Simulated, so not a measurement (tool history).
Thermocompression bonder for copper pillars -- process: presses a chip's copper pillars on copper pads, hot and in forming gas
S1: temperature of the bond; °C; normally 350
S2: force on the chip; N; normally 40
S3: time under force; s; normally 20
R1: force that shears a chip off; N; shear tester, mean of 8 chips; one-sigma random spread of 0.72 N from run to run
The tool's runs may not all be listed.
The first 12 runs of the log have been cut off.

Run 13, hour 85.1: usual settings but S2 37 N. Result: R1 87.9 N.
Run 14, hour 92.3: usual settings. Result: R1 90.4 N.
At hour 94.3: force cell calibrated.
Run 15, hour 102.8: usual settings. Result: R1 89.8 N.
Run 16, hour 108.9: usual settings. Result: R1 87.8 N.
Run 17, hour 115.4: usual settings. Result: R1 89.2 N.
Run 18, hour 123: usual settings. Result: R1 88.9 N.
Run 19, hour 131.4: usual settings. Result: R1 86.6 N.
At hour 134.5: force cell calibrated, once more.
Run 20, hour 142.7: usual settings. Result: R1 88.4 N.
Run 21, hour 148.6: usual settings but S1 374 °C, S2 27 N, S3 29 s. Result: R1 96.9 N.
Run 22, hour 153.1: usual settings but S1 378 °C, S2 47 N, S3 32 s. Result: R1 109.3 N.
At hour 159.7: forming gas filter changed.
Run 23, hour 162.6: usual settings but S1 375 °C, S2 48 N, S3 34 s. Result: R1 118.8 N.
Run 24, hour 168.4: usual settings but S1 375 °C, S2 48 N, S3 34 s. Result: R1 120.8 N.
Run 25, hour 178.2: usual settings but S1 375 °C, S2 48 N, S3 34 s. Result: R1 119.4 N.
Run 26, hour 188.1: usual settings but S1 328 °C, S2 27 N. Result: R1 68.9 N.
Run 27, hour 193.7: usual settings but S1 328 °C, S2 27 N. Result: R1 69 N.
Run 28, hour 199: usual settings but S1 328 °C, S2 27 N. Result: R1 68.7 N.
Run 29, hour 207.4: usual settings but S1 328 °C, S2 27 N. Result: R1 69.8 N.
Run 30, hour 217.4: usual settings but S1 341 °C, S2 41 N, S3 16 s. Result: R1 83.9 N.
Run 31, hour 222: usual settings but S1 362 °C, S2 36 N. Result: R1 99.9 N.
Run 32, hour 231.6: usual settings but S1 362 °C, S2 36 N. Result: R1 99.6 N.

For run 33, what comes out?
Run 33, hour 237.3: usual settings but S1 362 °C, S2 25 N, S3 11 s. Result: R1 ?.

R1: 73.4 N
Minus the tool's unlogged condition, the same run would have read R1 69.9 N.
